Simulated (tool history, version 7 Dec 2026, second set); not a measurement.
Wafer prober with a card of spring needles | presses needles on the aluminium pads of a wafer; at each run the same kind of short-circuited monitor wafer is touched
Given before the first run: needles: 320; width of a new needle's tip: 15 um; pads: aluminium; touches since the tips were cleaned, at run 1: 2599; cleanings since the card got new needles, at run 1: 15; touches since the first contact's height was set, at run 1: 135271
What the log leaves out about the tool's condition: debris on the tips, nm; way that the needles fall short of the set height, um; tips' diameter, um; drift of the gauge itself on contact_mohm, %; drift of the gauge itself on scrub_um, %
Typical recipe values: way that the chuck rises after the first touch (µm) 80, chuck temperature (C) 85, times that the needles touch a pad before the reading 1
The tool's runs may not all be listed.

run	hour	way that the chuck rises after the first touch (µm)	chuck temperature (C)	times that the needles touch a pad before the reading	touches since the tips were cleaned	cleanings since the card got new needles	touches since the first contact's height was set	resistance of one needle with its contact and lead (mohm)	way that a needle slides on the pad (µm)
1	0.0	80	85	1	2599	15	135271	265	15.29
2	16.8	80	85	1	7568	15	140240	270	15.28
# hour 18.0: tips cleaned on abrasive film
3	25.5	80	85	1	2231	16	142788	266	15.28
4	40.3	80	85	1	6624	16	147181	268	15.27
# hour 45.5: tips cleaned on abrasive film
5	59.7	80	85	1	4208	17	152896	264	15.26
6	67.9	80	85	2	6616	17	155304	264	15.24
# hour 72.0: tips cleaned on abrasive film
# hour 82.4: height of the first contact set anew
7	87.5	80	85	2	4497	18	1498	269	15.22
8	96.9	80	85	2	7281	18	4282	263	15.16
# hour 99.0: tips cleaned on abrasive film
9	115.0	80	85	2	4746	19	9626	265	15.16
10	124.2	80	85	1	7462	19	12342	267	15.18
# hour 126.0: tips cleaned on abrasive film
11	141.4	80	85	1	4548	20	17399	265	15.15
# hour 152.4: tips cleaned on abrasive film
12	155.7	80	85	1	962	21	21588	267	15.08
13	170.1	80	85	1	5223	21	25849	262	15.12
# hour 178.8: tips cleaned on abrasive film
14	179.8	80	85	1	278	22	28691	267	15.17
15	196.0	80	85	1	5076	22	33489	265	15.14
# hour 206.1: tips cleaned on abrasive film
16	206.2	80	85	1	39	23	36500	262	15.05
17	222.7	80	85	1	4898	23	41359	263	15.10
# hour 233.5: tips cleaned on abrasive film
18	236.2	87	59	2	794	24	45324	257	16.36
19	254.5	87	59	2	6218	24	50748	257	16.37
# hour 261.1: tips cleaned on abrasive film
20	264.2	87	59	2	919	25	53599	253	16.42
# hour 272.8: gauge calibrated
21	276.6	87	59	2	4597	25	57277	262	16.64
# hour 287.9: tips cleaned on abrasive film
22	290.0	87	59	2	626	26	61195	258	16.59
23	298.8	87	59	2	3248	26	63817	257	16.54
24	310.2	82	85	2	6617	26	67186	265	15.51
# hour 314.3: tips cleaned on abrasive film
25	324.2	82	85	2	2915	27	71286	264	15.52
# hour 341.5: tips cleaned on abrasive film
26	343.2	82	61	2	507	28	76882	259	15.57
27	362.2	70	38	3	6139	28	82514	252	13.27
# hour 367.9: tips cleaned on abrasive film
28	374.9	70	38	3	2080	29	86249	252	13.28
29	392.8	70	38	3	7357	29	91526	256	13.30
# hour 394.3: tips cleaned on abrasive film
30	402.3	98	41	3	2355	30	94309	250	18.61
31	417.9	64	75	1	6970	30	98924	266	12.16
# hour 420.6: tips cleaned on abrasive film
32	425.9	71	29	1	1565	31	101271	251	13.51
33	440.4	71	29	1	5853	31	105559	253	13.41

4 options for the next run, each taken on its own from the tool as it stands now. Forecast them:
# hour 446.9: tips cleaned on abrasive film
A	458.6	71	63	1	3442	32	110915	?	?
# hour 446.9: tips cleaned on abrasive film
B	458.6	71	70	1	3442	32	110915	?	?
# hour 446.9: tips cleaned on abrasive film
C	458.6	92	64	2	3442	32	110915	?	?
# hour 446.9: tips cleaned on abrasive film
D	458.6	80	85	2	3442	32	110915	?	?

run	resistance of one needle with its contact and lead (mohm)	way that a needle slides on the pad (µm)
A	256	13.44
B	264	13.38
C	256	17.38
D	266	15.10
With no hidden state in the tool, these same runs would have given:
run	resistance of one needle with its contact and lead (mohm)	way that a needle slides on the pad (µm)
A	256	13.58
B	264	13.52
C	255	17.57
D	266	15.26
